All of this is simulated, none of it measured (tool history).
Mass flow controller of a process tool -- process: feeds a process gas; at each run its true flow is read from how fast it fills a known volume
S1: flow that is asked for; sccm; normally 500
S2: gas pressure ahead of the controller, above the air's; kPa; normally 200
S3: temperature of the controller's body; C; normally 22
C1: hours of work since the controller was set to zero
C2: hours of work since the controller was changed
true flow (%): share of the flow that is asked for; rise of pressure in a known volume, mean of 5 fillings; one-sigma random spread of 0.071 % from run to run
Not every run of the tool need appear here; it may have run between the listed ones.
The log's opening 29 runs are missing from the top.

{"run": 30, "hour": 1519.5, "S1": 124, "S2": 200, "S3": 35, "C1": 2400, "C2": 2400, "true flow (%)": 98.02}
{"run": 31, "hour": 1588.4, "S1": 388, "S2": 143, "S3": 22, "C1": 2453, "C2": 2453, "true flow (%)": 98.54}
{"run": 32, "hour": 1656.8, "S1": 388, "S2": 143, "S3": 22, "C1": 2505, "C2": 2505, "true flow (%)": 98.37}
{"run": 33, "hour": 1735.7, "S1": 388, "S2": 143, "S3": 22, "C1": 2566, "C2": 2566, "true flow (%)": 98.35}
{"run": 34, "hour": 1793.5, "S1": 388, "S2": 143, "S3": 22, "C1": 2610, "C2": 2610, "true flow (%)": 98.22}
{"run": 35, "hour": 1846.4, "S1": 388, "S2": 143, "S3": 22, "C1": 2651, "C2": 2651, "true flow (%)": 98.09}
{"run": 36, "hour": 1899.3, "S1": 109, "S2": 213, "S3": 28, "C1": 2692, "C2": 2692, "true flow (%)": 97.75}
{"run": 37, "hour": 1967.9, "S1": 109, "S2": 213, "S3": 28, "C1": 2744, "C2": 2744, "true flow (%)": 97.58}
{"run": 38, "hour": 2004.9, "S1": 109, "S2": 213, "S3": 28, "C1": 2773, "C2": 2773, "true flow (%)": 97.6}
{"run": 39, "hour": 2078.5, "S1": 109, "S2": 213, "S3": 28, "C1": 2829, "C2": 2829, "true flow (%)": 97.39}
{"run": 40, "hour": 2126.1, "S1": 290, "S2": 200, "S3": 22, "C1": 2866, "C2": 2866, "true flow (%)": 97.65}
{"run": 41, "hour": 2198.7, "S1": 628, "S2": 200, "S3": 26, "C1": 2921, "C2": 2921, "true flow (%)": 97.62}
{"hour": 2249.8, "done": "gauge calibrated"}
{"run": 42, "hour": 2259.5, "S1": 500, "S2": 221, "S3": 22, "C1": 2968, "C2": 2968, "true flow (%)": 99.82}
{"run": 43, "hour": 2303.9, "S1": 500, "S2": 221, "S3": 22, "C1": 3002, "C2": 3002, "true flow (%)": 99.58}
{"run": 44, "hour": 2364.0, "S1": 184, "S2": 267, "S3": 21, "C1": 3048, "C2": 3048, "true flow (%)": 99.35}
{"run": 45, "hour": 2410.8, "S1": 259, "S2": 209, "S3": 21, "C1": 3084, "C2": 3084, "true flow (%)": 99.21}

Predict the results of run 46:
{"run": 46, "hour": 2454.4, "S1": 259, "S2": 209, "S3": 21, "C1": 3118, "C2": 3118, "true flow (%)": "?"}

Run 46 gave true flow (%) 99.18.
If the tool had no hidden condition, the same run with the same run-to-run variation would have returned true flow (%) 99.59.
